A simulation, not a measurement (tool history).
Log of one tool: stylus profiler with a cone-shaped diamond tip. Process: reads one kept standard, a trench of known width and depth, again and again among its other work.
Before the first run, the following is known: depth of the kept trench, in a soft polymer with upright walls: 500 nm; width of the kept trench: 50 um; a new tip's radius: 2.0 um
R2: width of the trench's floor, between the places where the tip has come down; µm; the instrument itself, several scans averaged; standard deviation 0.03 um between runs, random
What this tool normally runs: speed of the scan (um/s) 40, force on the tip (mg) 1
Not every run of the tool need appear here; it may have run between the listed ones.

run 1 hour=0 | speed_of_the_scan_(um/s)=40 force_on_the_tip_(mg)=1 | depth_of_the_trench_(nm)=504.06 R2=46.51
run 2 hour=36.5 | speed_of_the_scan_(um/s)=40 force_on_the_tip_(mg)=1 | depth_of_the_trench_(nm)=503.98 R2=46.48
run 3 hour=83.3 | speed_of_the_scan_(um/s)=40 force_on_the_tip_(mg)=1.34 | depth_of_the_trench_(nm)=504.85 R2=46.45
run 4 hour=124.6 | speed_of_the_scan_(um/s)=40 force_on_the_tip_(mg)=1 | depth_of_the_trench_(nm)=503.96 R2=46.34
run 5 hour=163.7 | speed_of_the_scan_(um/s)=40 force_on_the_tip_(mg)=0.43 | depth_of_the_trench_(nm)=502.34 R2=46.23
run 6 hour=201.6 | speed_of_the_scan_(um/s)=40 force_on_the_tip_(mg)=0.43 | depth_of_the_trench_(nm)=502.24 R2=46.2
run 7 hour=240.1 | speed_of_the_scan_(um/s)=40 force_on_the_tip_(mg)=0.43 | depth_of_the_trench_(nm)=502.43 R2=46.16
run 8 hour=303.5 | speed_of_the_scan_(um/s)=40 force_on_the_tip_(mg)=0.43 | depth_of_the_trench_(nm)=502.51 R2=46.03
run 9 hour=362 | speed_of_the_scan_(um/s)=40 force_on_the_tip_(mg)=0.43 | depth_of_the_trench_(nm)=502.4 R2=46
run 10 hour=398.1 | speed_of_the_scan_(um/s)=40 force_on_the_tip_(mg)=1 | depth_of_the_trench_(nm)=504.18 R2=46.03
run 11 hour=426.6 | speed_of_the_scan_(um/s)=40 force_on_the_tip_(mg)=1 | depth_of_the_trench_(nm)=503.88 R2=46.05
run 12 hour=481.5 | speed_of_the_scan_(um/s)=40 force_on_the_tip_(mg)=1.81 | depth_of_the_trench_(nm)=506.16 R2=46.08
run 13 hour=511.4 | speed_of_the_scan_(um/s)=11 force_on_the_tip_(mg)=1.81 | depth_of_the_trench_(nm)=506.12 R2=46.08
run 14 hour=541.3 | speed_of_the_scan_(um/s)=11 force_on_the_tip_(mg)=1.81 | depth_of_the_trench_(nm)=506.07 R2=46.1
run 15 hour=594.5 | speed_of_the_scan_(um/s)=11 force_on_the_tip_(mg)=1.81 | depth_of_the_trench_(nm)=505.94 R2=46.09
run 16 hour=628.1 | speed_of_the_scan_(um/s)=11 force_on_the_tip_(mg)=1.81 | depth_of_the_trench_(nm)=506.01 R2=45.92
run 17 hour=677.7 | speed_of_the_scan_(um/s)=40 force_on_the_tip_(mg)=1 | depth_of_the_trench_(nm)=504.06 R2=45.79
run 18 hour=706.9 | speed_of_the_scan_(um/s)=40 force_on_the_tip_(mg)=1 | depth_of_the_trench_(nm)=504.39 R2=45.77
run 19 hour=766 | speed_of_the_scan_(um/s)=40 force_on_the_tip_(mg)=1 | depth_of_the_trench_(nm)=503.94 R2=45.68
run 20 hour=814.7 | speed_of_the_scan_(um/s)=95 force_on_the_tip_(mg)=0.89 | depth_of_the_trench_(nm)=504.07 R2=45.31
run 21 hour=879.3 | speed_of_the_scan_(um/s)=95 force_on_the_tip_(mg)=0.89 | depth_of_the_trench_(nm)=504.08 R2=45.27
run 22 hour=938.1 | speed_of_the_scan_(um/s)=95 force_on_the_tip_(mg)=0.89 | depth_of_the_trench_(nm)=503.97 R2=45.15
run 23 hour=984 | speed_of_the_scan_(um/s)=46 force_on_the_tip_(mg)=0.82 | depth_of_the_trench_(nm)=503.7 R2=45.43
-- hour=990.3 height scale calibrated on a step standard
run 24 hour=1020.6 | speed_of_the_scan_(um/s)=15 force_on_the_tip_(mg)=0.98 | depth_of_the_trench_(nm)=504.46 R2=45.56
run 25 hour=1068 | speed_of_the_scan_(um/s)=40 force_on_the_tip_(mg)=1.79 | depth_of_the_trench_(nm)=506.22 R2=45.49
run 26 hour=1100.5 | speed_of_the_scan_(um/s)=25 force_on_the_tip_(mg)=0.63 | depth_of_the_trench_(nm)=503.66 R2=45.42
run 27 hour=1166.9 | speed_of_the_scan_(um/s)=36 force_on_the_tip_(mg)=2.93 | depth_of_the_trench_(nm)=508.6 R2=45.4
run 28 hour=1211.2 | speed_of_the_scan_(um/s)=62 force_on_the_tip_(mg)=1.46 | depth_of_the_trench_(nm)=505.52 R2=45.22
-- hour=1244 height scale calibrated on a step standard, once more
run 29 hour=1266 | speed_of_the_scan_(um/s)=148 force_on_the_tip_(mg)=1.8 | depth_of_the_trench_(nm)=505.56 R2=44.82
run 30 hour=1314.9 | speed_of_the_scan_(um/s)=11 force_on_the_tip_(mg)=1 | depth_of_the_trench_(nm)=503.73 R2=45.36
run 31 hour=1363.9 | speed_of_the_scan_(um/s)=74 force_on_the_tip_(mg)=0.55 | depth_of_the_trench_(nm)=502.71 R2=44.84
-- hour=1394.1 new tip fitted, height scale calibrated
run 32 hour=1424.9 | speed_of_the_scan_(um/s)=50 force_on_the_tip_(mg)=1 | depth_of_the_trench_(nm)=503.8 R2=47.05
run 33 hour=1485.2 | speed_of_the_scan_(um/s)=40 force_on_the_tip_(mg)=1.67 | depth_of_the_trench_(nm)=505.58 R2=47.09
run 34 hour=1549.5 | speed_of_the_scan_(um/s)=26 force_on_the_tip_(mg)=1.93 | depth_of_the_trench_(nm)=506.26 R2=47.06
run 35 hour=1576.9 | speed_of_the_scan_(um/s)=17 force_on_the_tip_(mg)=0.72 | depth_of_the_trench_(nm)=503.39 R2=47.05
run 36 hour=1635.8 | speed_of_the_scan_(um/s)=65 force_on_the_tip_(mg)=1 | depth_of_the_trench_(nm)=504.14 R2=46.66
run 37 hour=1678.5 | speed_of_the_scan_(um/s)=10 force_on_the_tip_(mg)=1.12 | depth_of_the_trench_(nm)=504.28 R2=46.98

For some of the steps in depth of the trench (nm) from one run to the next: how much would appear even if the tool had no hidden state, given the settings, what came in and random variation, and how much remains for the hidden state plus any gauge scatter that the measured result and the result without hidden state don't share?
The hidden state here: radius of the tip, um; height scale over the true one, %; drift of the gauge itself on depth_nm, %; drift of the gauge itself on floor_um, %.
Run 7 -> 8: no setting touched and nothing written in the log between the runs. depth of the trench (nm) +0.08: hidden state +0.03, all else +0.05.
Run 23 -> 24: speed of the scan (um/s) 46 -> 15, force on the tip (mg) 0.82 -> 0.98, height scale calibrated on a step standard. depth of the trench (nm) +0.76: hidden state +0.18, all else +0.58.
Run 26 -> 27: speed of the scan (um/s) 25 -> 36, force on the tip (mg) 0.63 -> 2.93. depth of the trench (nm) +4.94: hidden state +0.02, all else +4.92.
Run 27 -> 28: speed of the scan (um/s) 36 -> 62, force on the tip (mg) 2.93 -> 1.46. depth of the trench (nm) -3.08: hidden state +0.01, all else -3.09.
Run 28 -> 29: speed of the scan (um/s) 62 -> 148, force on the tip (mg) 1.46 -> 1.8, height scale calibrated on a step standard, once more. depth of the trench (nm) +0.04: hidden state -0.73, all else +0.77.
Run 34 -> 35: speed of the scan (um/s) 26 -> 17, force on the tip (mg) 1.93 -> 0.72. depth of the trench (nm) -2.87: hidden state +0.01, all else -2.88.

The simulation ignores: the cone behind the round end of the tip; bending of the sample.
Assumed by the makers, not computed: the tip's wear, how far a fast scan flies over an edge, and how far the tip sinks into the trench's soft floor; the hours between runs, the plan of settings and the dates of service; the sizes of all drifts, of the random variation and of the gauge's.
